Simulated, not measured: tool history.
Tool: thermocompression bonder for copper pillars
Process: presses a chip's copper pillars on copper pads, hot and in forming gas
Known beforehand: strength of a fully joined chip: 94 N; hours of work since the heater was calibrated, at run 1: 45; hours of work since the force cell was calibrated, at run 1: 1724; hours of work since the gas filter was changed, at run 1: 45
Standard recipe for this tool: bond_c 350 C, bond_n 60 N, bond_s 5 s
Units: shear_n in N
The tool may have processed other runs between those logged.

run	day	bond_c	bond_n	bond_s	hours of work since the heater was calibrated	hours of work since the force cell was calibrated	hours of work since the gas filter was changed	shear_n
1	0.000	350	60	5	45	1724	45	68.4
2	2.083	350	60	5	83	1762	83	65.7
3	3.400	350	60	6	106	1786	106	67.6
4	5.162	378	60	5	138	1817	138	74.9
5	7.421	378	60	5	179	1858	179	74.2
6	9.096	350	60	5	209	1888	209	65.5
7	11.171	350	60	5	246	1925	246	63.2
8	13.650	350	60	5	291	1970	291	61.3
# day 14.475: forming gas filter changed
9	15.004	350	60	5	314	1994	10	68.6
# day 15.838: force cell calibrated
10	17.083	350	50	5	351	22	46	62.3
11	18.492	337	50	5	376	48	71	56.1
12	20.008	337	50	5	403	75	98	56.8
13	21.721	337	50	5	434	106	129	57.1
14	23.646	337	50	5	469	140	164	56.9
15	26.204	350	60	5	515	186	210	63.0
16	28.542	350	60	5	557	228	252	62.2
17	29.829	350	60	3	580	252	275	54.7
# day 30.129: heater calibrated with a thermocouple chip
# day 31.579: forming gas filter changed
18	31.579	350	60	3	26	281	0	60.1
19	33.512	350	60	3	60	316	35	59.9
# day 34.771: heater calibrated with a thermocouple chip, once more
20	35.312	350	60	3	10	347	66	56.4
21	36.921	353	60	5	39	376	95	66.1
22	39.138	335	46	5	79	415	134	53.5
23	41.667	321	46	7	124	461	180	52.9
24	44.288	321	46	7	171	508	227	51.7
25	45.917	350	51	5	200	537	256	59.6
26	47.162	350	51	5	223	560	279	59.6
27	48.442	350	51	5	246	583	302	58.4
# day 48.658: forming gas filter changed
28	51.158	350	71	14	294	631	45	83.7
29	53.758	330	55	14	341	678	92	73.1
30	56.438	349	60	3	389	726	140	56.4
31	59.112	349	42	14	437	774	188	72.0

Run 32 comes next. What will it give?
32	61.100	349	42	14	473	810	224	?

{"run 32": {"shear_n": 71.5}}
The same run, on a tool lacking any hidden state, would have yielded shear_n 75.9 N.
